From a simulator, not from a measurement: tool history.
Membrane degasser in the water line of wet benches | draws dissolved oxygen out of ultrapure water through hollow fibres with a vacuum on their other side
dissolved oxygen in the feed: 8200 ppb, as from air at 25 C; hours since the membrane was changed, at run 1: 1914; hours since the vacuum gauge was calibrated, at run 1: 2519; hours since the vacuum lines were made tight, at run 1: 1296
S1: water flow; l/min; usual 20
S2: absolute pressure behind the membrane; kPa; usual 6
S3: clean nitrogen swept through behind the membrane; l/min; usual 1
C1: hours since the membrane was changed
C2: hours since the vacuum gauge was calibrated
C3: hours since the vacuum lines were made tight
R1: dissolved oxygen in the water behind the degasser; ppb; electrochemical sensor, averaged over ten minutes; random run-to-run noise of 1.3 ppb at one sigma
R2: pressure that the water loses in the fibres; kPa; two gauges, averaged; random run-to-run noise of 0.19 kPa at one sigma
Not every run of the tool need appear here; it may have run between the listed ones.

run	hour	S1	S2	S3	C1	C2	C3	R1	R2
1	0	20	6	1	1914	2519	1296	127.2	36.93
2	52.3	20	6	1	1966	2571	1348	127.1	36.92
3	89.5	14	6	1	2003	2608	1386	90	25.79
4	162.7	14	6	1	2077	2681	1459	89.9	26.04
5	203.9	20	6	1	2118	2723	1500	126.5	37.04
6	281.9	20	6	1	2196	2801	1578	126.8	37.27
7	319.3	20	6	1	2233	2838	1615	126.2	37.28
8	393.3	20	6	1	2307	2912	1689	125.3	37.32
9	449.5	20	6	1	2363	2968	1746	123.7	37.33
10	504.7	20	6	0.48	2419	3024	1801	226.8	37.41
11	544.8	20	6	0.48	2459	3064	1841	229.9	37.45
12	605.5	20	6	0.48	2519	3124	1902	234.2	37.65

Run 13, settings as shown, results not yet in. Your forecast:
13	656.4	20	6	0.48	2570	3175	1952	?	?

Run 13 produced R1 229.8 ppb, R2 37.54 kPa.
The same run, on a tool lacking any hidden state, would have yielded R1 229.6 ppb, R2 36.91 kPa.

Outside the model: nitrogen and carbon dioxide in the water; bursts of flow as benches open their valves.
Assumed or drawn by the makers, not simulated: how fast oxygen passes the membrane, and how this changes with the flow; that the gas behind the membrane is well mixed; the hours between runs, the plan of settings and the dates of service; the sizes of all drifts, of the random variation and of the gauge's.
